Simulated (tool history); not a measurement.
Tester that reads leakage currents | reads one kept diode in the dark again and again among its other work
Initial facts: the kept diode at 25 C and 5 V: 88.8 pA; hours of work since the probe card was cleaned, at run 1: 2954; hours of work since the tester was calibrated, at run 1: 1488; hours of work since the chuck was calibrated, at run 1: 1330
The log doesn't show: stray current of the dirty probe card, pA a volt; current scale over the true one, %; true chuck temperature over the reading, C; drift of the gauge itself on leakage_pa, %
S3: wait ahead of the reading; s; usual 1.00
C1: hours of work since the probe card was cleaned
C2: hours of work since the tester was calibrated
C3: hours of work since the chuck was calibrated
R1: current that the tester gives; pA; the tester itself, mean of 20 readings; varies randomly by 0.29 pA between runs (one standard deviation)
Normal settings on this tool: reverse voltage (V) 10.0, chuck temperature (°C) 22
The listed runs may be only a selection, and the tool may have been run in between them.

run 1 hour=0.0 | reverse_voltage_(V)=10.0 chuck_temperature_(°C)=22 S3=1.00 | C1=2954 C2=1488 C3=1330 | R1=117.25
run 2 hour=112.0 | reverse_voltage_(V)=10.0 chuck_temperature_(°C)=22 S3=1.00 | C1=3017 C2=1551 C3=1393 | R1=119.33
run 3 hour=347.1 | reverse_voltage_(V)=4.1 chuck_temperature_(°C)=22 S3=1.00 | C1=3149 C2=1684 C3=1526 | R1=75.28
run 4 hour=498.3 | reverse_voltage_(V)=4.1 chuck_temperature_(°C)=22 S3=1.00 | C1=3234 C2=1769 C3=1611 | R1=76.23
run 5 hour=722.7 | reverse_voltage_(V)=10.0 chuck_temperature_(°C)=22 S3=1.00 | C1=3361 C2=1895 C3=1737 | R1=122.59
run 6 hour=835.6 | reverse_voltage_(V)=10.0 chuck_temperature_(°C)=22 S3=0.50 | C1=3424 C2=1959 C3=1801 | R1=124.80
-- hour=947.9 probe card cleaned and baked
run 7 hour=947.9 | reverse_voltage_(V)=10.0 chuck_temperature_(°C)=22 S3=0.50 | C1=0 C2=2020 C3=1862 | R1=111.42
run 8 hour=1150.6 | reverse_voltage_(V)=10.0 chuck_temperature_(°C)=22 S3=1.00 | C1=114 C2=2134 C3=1976 | R1=111.43
run 9 hour=1297.9 | reverse_voltage_(V)=9.0 chuck_temperature_(°C)=22 S3=1.00 | C1=197 C2=2217 C3=2059 | R1=107.55
run 10 hour=1526.9 | reverse_voltage_(V)=9.0 chuck_temperature_(°C)=22 S3=1.00 | C1=326 C2=2346 C3=2188 | R1=108.94
run 11 hour=1687.3 | reverse_voltage_(V)=9.0 chuck_temperature_(°C)=22 S3=1.00 | C1=416 C2=2436 C3=2278 | R1=110.12
run 12 hour=1904.8 | reverse_voltage_(V)=10.0 chuck_temperature_(°C)=22 S3=1.00 | C1=539 C2=2559 C3=2401 | R1=117.09
-- hour=2033.2 chuck's temperature calibrated
run 13 hour=2049.9 | reverse_voltage_(V)=10.0 chuck_temperature_(°C)=22 S3=1.00 | C1=619 C2=2639 C3=9 | R1=99.15
run 14 hour=2206.2 | reverse_voltage_(V)=10.0 chuck_temperature_(°C)=22 S3=0.43 | C1=707 C2=2727 C3=97 | R1=101.17
run 15 hour=2323.9 | reverse_voltage_(V)=8.8 chuck_temperature_(°C)=22 S3=0.43 | C1=773 C2=2794 C3=164 | R1=95.35
run 16 hour=2551.1 | reverse_voltage_(V)=8.8 chuck_temperature_(°C)=26 S3=0.43 | C1=901 C2=2922 C3=292 | R1=136.28
run 17 hour=2707.9 | reverse_voltage_(V)=6.8 chuck_temperature_(°C)=26 S3=0.43 | C1=990 C2=3010 C3=380 | R1=120.54
run 18 hour=2805.7 | reverse_voltage_(V)=6.8 chuck_temperature_(°C)=26 S3=0.43 | C1=1045 C2=3065 C3=435 | R1=121.34
run 19 hour=2998.4 | reverse_voltage_(V)=10.0 chuck_temperature_(°C)=30 S3=1.00 | C1=1153 C2=3173 C3=543 | R1=205.18
run 20 hour=3202.2 | reverse_voltage_(V)=10.0 chuck_temperature_(°C)=22 S3=1.00 | C1=1268 C2=3288 C3=658 | R1=106.55
run 21 hour=3307.7 | reverse_voltage_(V)=10.0 chuck_temperature_(°C)=21 S3=1.00 | C1=1327 C2=3347 C3=717 | R1=98.68
run 22 hour=3510.8 | reverse_voltage_(V)=2.6 chuck_temperature_(°C)=57 S3=1.06 | C1=1442 C2=3462 C3=832 | R1=888.79
run 23 hour=3637.2 | reverse_voltage_(V)=13.7 chuck_temperature_(°C)=32 S3=1.06 | C1=1513 C2=3533 C3=903 | R1=293.80
run 24 hour=3841.0 | reverse_voltage_(V)=10.0 chuck_temperature_(°C)=22 S3=1.69 | C1=1627 C2=3648 C3=1018 | R1=110.04
run 25 hour=3990.7 | reverse_voltage_(V)=10.0 chuck_temperature_(°C)=22 S3=1.69 | C1=1712 C2=3732 C3=1102 | R1=111.65
run 26 hour=4232.0 | reverse_voltage_(V)=10.0 chuck_temperature_(°C)=22 S3=1.69 | C1=1848 C2=3868 C3=1238 | R1=113.22
run 27 hour=4418.0 | reverse_voltage_(V)=10.0 chuck_temperature_(°C)=23 S3=0.33 | C1=1952 C2=3972 C3=1342 | R1=127.29
run 28 hour=4593.8 | reverse_voltage_(V)=9.5 chuck_temperature_(°C)=48 S3=6.87 | C1=2051 C2=4071 C3=1441 | R1=896.36
run 29 hour=4826.5 | reverse_voltage_(V)=9.5 chuck_temperature_(°C)=48 S3=6.87 | C1=2182 C2=4202 C3=1572 | R1=900.11

Forecast run 30:
run 30 hour=5004.3 | reverse_voltage_(V)=1.4 chuck_temperature_(°C)=59 S3=1.00 | C1=2282 C2=4302 C3=1672 | R1=?

Logged for run 30: R1 810.84 pA.
On a tool with no hidden condition, and with the same random variation, this run would have come out at R1 720.24 pA.
